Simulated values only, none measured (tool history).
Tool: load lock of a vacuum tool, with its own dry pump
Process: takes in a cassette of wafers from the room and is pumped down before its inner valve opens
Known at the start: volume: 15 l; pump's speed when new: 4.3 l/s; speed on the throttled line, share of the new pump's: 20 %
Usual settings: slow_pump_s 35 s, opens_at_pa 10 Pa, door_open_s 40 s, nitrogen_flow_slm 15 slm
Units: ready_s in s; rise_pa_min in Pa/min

| run | hour | slow_pump_s | opens_at_pa | door_open_s | nitrogen_flow_slm | incoming humidity of the room's air, % | ready_s | rise_pa_min |
|---|---|---|---|---|---|---|---|---|
| 1 | 0 | 35 | 10 | 40 | 15 | 43.6 | 64.2 | 0.197 |
| 2 | 120.1 | 35 | 10 | 40 | 15 | 45.7 | 64.7 | 0.207 |
| 3 | 347.3 | 35 | 10 | 40 | 15 | 45.9 | 64.9 | 0.211 |
| 4 | 457.8 | 35 | 10 | 164 | 15 | 44.8 | 64.4 | 0.325 |
| 5 | 652.8 | 35 | 10 | 164 | 15 | 45.6 | 65.1 | 0.338 |
| 6 | 866.6 | 35 | 10 | 164 | 15 | 45.3 | 64.4 | 0.336 |
| 7 | 978.9 | 35 | 10 | 164 | 15 | 44 | 64.4 | 0.333 |
| 8 | 1147.7 | 35 | 13 | 40 | 15 | 47 | 63.7 | 0.229 |
| 9 | 1376.2 | 35 | 13 | 40 | 15 | 41 | 63.5 | 0.238 |
| 10 | 1524.4 | 35 | 13 | 40 | 15 | 45.1 | 63.1 | 0.252 |
| 11 | 1680.9 | 35 | 10 | 40 | 15 | 49.1 | 64 | 0.258 |
| 12 | 1787.3 | 35 | 15 | 40 | 15 | 44 | 63.2 | 0.253 |
| 13 | 1981.1 | 44 | 7 | 156 | 43 | 48.4 | 73.3 | 0.315 |
| 14 | 2115.2 | 35 | 13 | 40 | 6 | 43.6 | 63.9 | 0.277 |
| 15 | 2257.5 | 52 | 10 | 113 | 4 | 46.6 | 78.4 | 0.388 |
| 16 | 2430.7 | 52 | 10 | 113 | 4 | 44.4 | 77.9 | 0.386 |
| 17 | 2575.3 | 30 | 12 | 71 | 15 | 46.7 | 59.9 | 0.307 |
| 18 | 2823.1 | 30 | 12 | 71 | 15 | 44.3 | 61.7 | 0.321 |
| 19 | 3076.4 | 30 | 12 | 75 | 15 | 43.4 | 61.3 | 0.33 |

Run 20 comes next. What will it give?
| 20 | 3213.2 | 42 | 12 | 56 | 15 | 45.6 | ? | ? |

Run 20 gave ready_s 69.7 s, rise_pa_min 0.317 Pa/min.
Without the tool's hidden state the same run would have given ready_s 64.9 s, rise_pa_min 0.083 Pa/min.
